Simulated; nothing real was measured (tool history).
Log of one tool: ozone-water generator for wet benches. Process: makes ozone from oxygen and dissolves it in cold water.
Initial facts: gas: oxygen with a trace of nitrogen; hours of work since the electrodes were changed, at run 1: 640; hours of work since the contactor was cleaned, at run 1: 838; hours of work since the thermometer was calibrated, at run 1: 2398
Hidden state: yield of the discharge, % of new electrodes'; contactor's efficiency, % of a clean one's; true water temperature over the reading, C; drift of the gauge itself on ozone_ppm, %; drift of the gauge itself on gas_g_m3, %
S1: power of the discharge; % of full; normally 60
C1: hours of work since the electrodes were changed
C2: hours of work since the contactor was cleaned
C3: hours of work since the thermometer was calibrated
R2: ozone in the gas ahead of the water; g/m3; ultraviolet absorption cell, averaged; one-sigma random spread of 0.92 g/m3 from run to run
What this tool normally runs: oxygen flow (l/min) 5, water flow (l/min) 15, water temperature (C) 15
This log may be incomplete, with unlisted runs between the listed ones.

{"run": 1, "hour": 0.0, "S1": 60, "oxygen flow (l/min)": 5, "water flow (l/min)": 15, "water temperature (C)": 15, "C1": 640, "C2": 838, "C3": 2398, "dissolved ozone (ppm)": 16.4, "R2": 153.9}
{"run": 2, "hour": 22.1, "S1": 60, "oxygen flow (l/min)": 5, "water flow (l/min)": 15, "water temperature (C)": 9, "C1": 654, "C2": 852, "C3": 2412, "dissolved ozone (ppm)": 17.6, "R2": 154.7}
{"run": 3, "hour": 55.0, "S1": 60, "oxygen flow (l/min)": 7.59, "water flow (l/min)": 15, "water temperature (C)": 15, "C1": 675, "C2": 873, "C3": 2433, "dissolved ozone (ppm)": 16, "R2": 124.5}
{"run": 4, "hour": 77.0, "S1": 60, "oxygen flow (l/min)": 7.59, "water flow (l/min)": 15, "water temperature (C)": 15, "C1": 689, "C2": 887, "C3": 2447, "dissolved ozone (ppm)": 15.9, "R2": 125.5}
{"run": 5, "hour": 98.4, "S1": 60, "oxygen flow (l/min)": 7.59, "water flow (l/min)": 15, "water temperature (C)": 15, "C1": 703, "C2": 901, "C3": 2461, "dissolved ozone (ppm)": 15.8, "R2": 125.5}
{"run": 6, "hour": 133.8, "S1": 60, "oxygen flow (l/min)": 5, "water flow (l/min)": 15, "water temperature (C)": 15, "C1": 726, "C2": 923, "C3": 2484, "dissolved ozone (ppm)": 16.2, "R2": 153.8}
{"run": 7, "hour": 164.7, "S1": 60, "oxygen flow (l/min)": 5, "water flow (l/min)": 15, "water temperature (C)": 15, "C1": 745, "C2": 943, "C3": 2503, "dissolved ozone (ppm)": 16.2, "R2": 152.2}
{"run": 8, "hour": 211.0, "S1": 60, "oxygen flow (l/min)": 8.41, "water flow (l/min)": 15, "water temperature (C)": 15, "C1": 775, "C2": 973, "C3": 2533, "dissolved ozone (ppm)": 15.9, "R2": 119.9}
{"run": 9, "hour": 245.3, "S1": 60, "oxygen flow (l/min)": 5, "water flow (l/min)": 23, "water temperature (C)": 15, "C1": 797, "C2": 995, "C3": 2555, "dissolved ozone (ppm)": 10.8, "R2": 153.2}
{"run": 10, "hour": 283.9, "S1": 60, "oxygen flow (l/min)": 3.88, "water flow (l/min)": 23, "water temperature (C)": 15, "C1": 821, "C2": 1019, "C3": 2579, "dissolved ozone (ppm)": 10.4, "R2": 171.1}
{"run": 11, "hour": 327.5, "S1": 60, "oxygen flow (l/min)": 5, "water flow (l/min)": 15, "water temperature (C)": 15, "C1": 849, "C2": 1047, "C3": 2607, "dissolved ozone (ppm)": 15.9, "R2": 151.9}
{"run": 12, "hour": 354.3, "S1": 72, "oxygen flow (l/min)": 5, "water flow (l/min)": 15, "water temperature (C)": 15, "C1": 866, "C2": 1064, "C3": 2624, "dissolved ozone (ppm)": 18.9, "R2": 180}
{"run": 13, "hour": 380.7, "S1": 72, "oxygen flow (l/min)": 5, "water flow (l/min)": 15, "water temperature (C)": 15, "C1": 883, "C2": 1081, "C3": 2641, "dissolved ozone (ppm)": 19.1, "R2": 180.3}
{"run": 14, "hour": 423.7, "S1": 84, "oxygen flow (l/min)": 5, "water flow (l/min)": 15, "water temperature (C)": 15, "C1": 910, "C2": 1108, "C3": 2669, "dissolved ozone (ppm)": 22.2, "R2": 208.1}
{"run": 15, "hour": 445.8, "S1": 84, "oxygen flow (l/min)": 5, "water flow (l/min)": 15, "water temperature (C)": 15, "C1": 925, "C2": 1122, "C3": 2683, "dissolved ozone (ppm)": 22.1, "R2": 206.6}
{"run": 16, "hour": 481.8, "S1": 84, "oxygen flow (l/min)": 5, "water flow (l/min)": 15, "water temperature (C)": 15, "C1": 948, "C2": 1145, "C3": 2706, "dissolved ozone (ppm)": 22.3, "R2": 208.1}
{"run": 17, "hour": 501.3, "S1": 43, "oxygen flow (l/min)": 5, "water flow (l/min)": 23, "water temperature (C)": 15, "C1": 960, "C2": 1158, "C3": 2718, "dissolved ozone (ppm)": 7.9, "R2": 111.3}
{"run": 18, "hour": 527.6, "S1": 59, "oxygen flow (l/min)": 5, "water flow (l/min)": 15, "water temperature (C)": 21, "C1": 977, "C2": 1175, "C3": 2735, "dissolved ozone (ppm)": 14.4, "R2": 145.9}
{"run": 19, "hour": 566.6, "S1": 59, "oxygen flow (l/min)": 5, "water flow (l/min)": 15, "water temperature (C)": 21, "C1": 1002, "C2": 1200, "C3": 2760, "dissolved ozone (ppm)": 14.5, "R2": 148.8}
{"run": 20, "hour": 591.2, "S1": 59, "oxygen flow (l/min)": 5, "water flow (l/min)": 15, "water temperature (C)": 21, "C1": 1017, "C2": 1215, "C3": 2775, "dissolved ozone (ppm)": 14.3, "R2": 149.5}
{"run": 21, "hour": 637.0, "S1": 59, "oxygen flow (l/min)": 5, "water flow (l/min)": 15, "water temperature (C)": 21, "C1": 1047, "C2": 1244, "C3": 2805, "dissolved ozone (ppm)": 14.4, "R2": 147}
{"run": 22, "hour": 674.9, "S1": 60, "oxygen flow (l/min)": 5, "water flow (l/min)": 23, "water temperature (C)": 23, "C1": 1071, "C2": 1269, "C3": 2829, "dissolved ozone (ppm)": 9.5, "R2": 151.1}
{"run": 23, "hour": 714.4, "S1": 61, "oxygen flow (l/min)": 3.94, "water flow (l/min)": 21, "water temperature (C)": 7, "C1": 1096, "C2": 1294, "C3": 2854, "dissolved ozone (ppm)": 12.5, "R2": 170.2}
{"hour": 742.7, "done": "gauge calibrated"}
{"run": 24, "hour": 760.7, "S1": 42, "oxygen flow (l/min)": 6.71, "water flow (l/min)": 21, "water temperature (C)": 22, "C1": 1126, "C2": 1323, "C3": 2884, "dissolved ozone (ppm)": 7.8, "R2": 95.8}
{"run": 25, "hour": 796.2, "S1": 42, "oxygen flow (l/min)": 6.71, "water flow (l/min)": 21, "water temperature (C)": 22, "C1": 1148, "C2": 1346, "C3": 2906, "dissolved ozone (ppm)": 7.8, "R2": 95.9}
{"run": 26, "hour": 832.2, "S1": 42, "oxygen flow (l/min)": 6.71, "water flow (l/min)": 21, "water temperature (C)": 22, "C1": 1171, "C2": 1369, "C3": 2929, "dissolved ozone (ppm)": 7.9, "R2": 96.9}
{"run": 27, "hour": 871.1, "S1": 42, "oxygen flow (l/min)": 6.71, "water flow (l/min)": 21, "water temperature (C)": 22, "C1": 1196, "C2": 1394, "C3": 2954, "dissolved ozone (ppm)": 7.7, "R2": 94.7}
{"run": 28, "hour": 917.5, "S1": 60, "oxygen flow (l/min)": 6.77, "water flow (l/min)": 15, "water temperature (C)": 22, "C1": 1226, "C2": 1423, "C3": 2984, "dissolved ozone (ppm)": 14.2, "R2": 131.5}
{"run": 29, "hour": 939.0, "S1": 60, "oxygen flow (l/min)": 6.77, "water flow (l/min)": 15, "water temperature (C)": 22, "C1": 1239, "C2": 1437, "C3": 2997, "dissolved ozone (ppm)": 14, "R2": 131.7}
{"run": 30, "hour": 975.4, "S1": 60, "oxygen flow (l/min)": 6.77, "water flow (l/min)": 15, "water temperature (C)": 22, "C1": 1262, "C2": 1460, "C3": 3021, "dissolved ozone (ppm)": 14.1, "R2": 131.1}

Run 31 comes next. What will it give?
{"run": 31, "hour": 1012.8, "S1": 60, "oxygen flow (l/min)": 4.26, "water flow (l/min)": 13, "water temperature (C)": 22, "C1": 1286, "C2": 1484, "C3": 3044, "dissolved ozone (ppm)": "?", "R2": "?"}

{"run 31": {"dissolved ozone (ppm)": 16, "R2": 164.9}}
With the hidden condition absent and the run-to-run variation left alone, this run would have shown dissolved ozone (ppm) 16, R2 166.7 g/m3.
